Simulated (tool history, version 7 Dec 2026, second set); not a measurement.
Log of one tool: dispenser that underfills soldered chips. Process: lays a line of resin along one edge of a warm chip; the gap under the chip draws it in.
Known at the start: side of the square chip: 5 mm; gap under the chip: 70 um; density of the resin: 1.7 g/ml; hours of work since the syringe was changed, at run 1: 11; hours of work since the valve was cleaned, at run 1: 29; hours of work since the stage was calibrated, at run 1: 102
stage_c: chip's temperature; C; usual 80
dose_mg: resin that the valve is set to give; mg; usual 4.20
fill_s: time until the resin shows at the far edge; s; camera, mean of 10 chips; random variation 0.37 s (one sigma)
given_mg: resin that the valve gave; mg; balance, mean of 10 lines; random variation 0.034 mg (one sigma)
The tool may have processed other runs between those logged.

run,hour,stage_c,dose_mg,hours of work since the syringe was changed,hours of work since the valve was cleaned,hours of work since the stage was calibrated,fill_s,given_mg
1,0.0,80,4.20,11,29,102,45.6,4.14
# hour 2.6: new syringe of resin
2,3.9,80,4.20,1,31,104,23.9,4.12
3,12.3,80,4.20,7,37,110,34.2,4.09
4,15.8,80,4.42,9,39,112,41.4,4.26
# hour 20.6: new syringe of resin
5,23.0,79,4.20,2,44,117,26.0,4.06
6,29.7,79,4.20,6,49,122,34.6,4.07
7,35.3,79,4.20,10,52,126,44.2,4.00
# hour 38.6: new syringe of resin
8,42.2,79,4.20,2,57,130,27.3,4.02
9,49.1,79,4.20,7,62,135,36.6,4.06
10,54.1,71,4.20,11,65,138,59.9,4.00
# hour 56.7: new syringe of resin
11,62.4,71,4.20,4,71,144,37.7,3.99
12,69.0,80,3.84,8,75,148,39.7,3.70
# hour 75.1: new syringe of resin
13,77.4,80,3.84,2,81,154,25.7,3.63
14,81.7,80,3.84,5,84,157,30.5,3.66
15,90.0,65,3.77,10,89,163,72.9,3.55
# hour 92.9: new syringe of resin
16,98.4,75,5.07,4,95,168,32.8,4.74
17,105.9,75,5.07,9,100,173,45.9,4.73
# hour 110.7: new syringe of resin
18,111.2,75,5.07,0,103,177,26.7,4.69
19,118.3,83,4.58,5,108,181,29.0,4.35
20,121.7,75,3.65,8,111,184,45.8,3.36
21,127.8,83,4.47,12,115,188,44.1,4.12
# hour 128.7: new syringe of resin
22,131.9,83,4.47,2,117,191,23.6,4.12
23,140.2,78,3.77,8,123,196,42.1,3.43
24,145.4,95,5.34,11,127,200,30.4,4.89

Had the tool no unlogged condition, and each run kept its random variation, what would the results have been?
Hidden conditions of the tool in this case: resin's viscosity, % of fresh resin's; dose that the valve gives, % of what is set; true chip temperature over the reading, C; drift of the gauge itself on fill_s, %; drift of the gauge itself on given_mg, %.
run,fill_s,given_mg
1,22.1,4.21
2,22.0,4.20
3,21.2,4.19
4,22.3,4.37
5,23.2,4.17
6,22.5,4.20
7,22.4,4.14
8,22.6,4.17
9,21.8,4.23
10,28.4,4.17
11,28.8,4.18
12,22.3,3.88
13,22.6,3.83
14,21.8,3.87
15,35.6,3.76
16,24.8,5.05
17,24.7,5.06
18,25.2,5.03
19,19.8,4.67
20,25.9,3.63
21,19.0,4.46
22,19.8,4.46
23,23.7,3.74
24,14.0,5.33
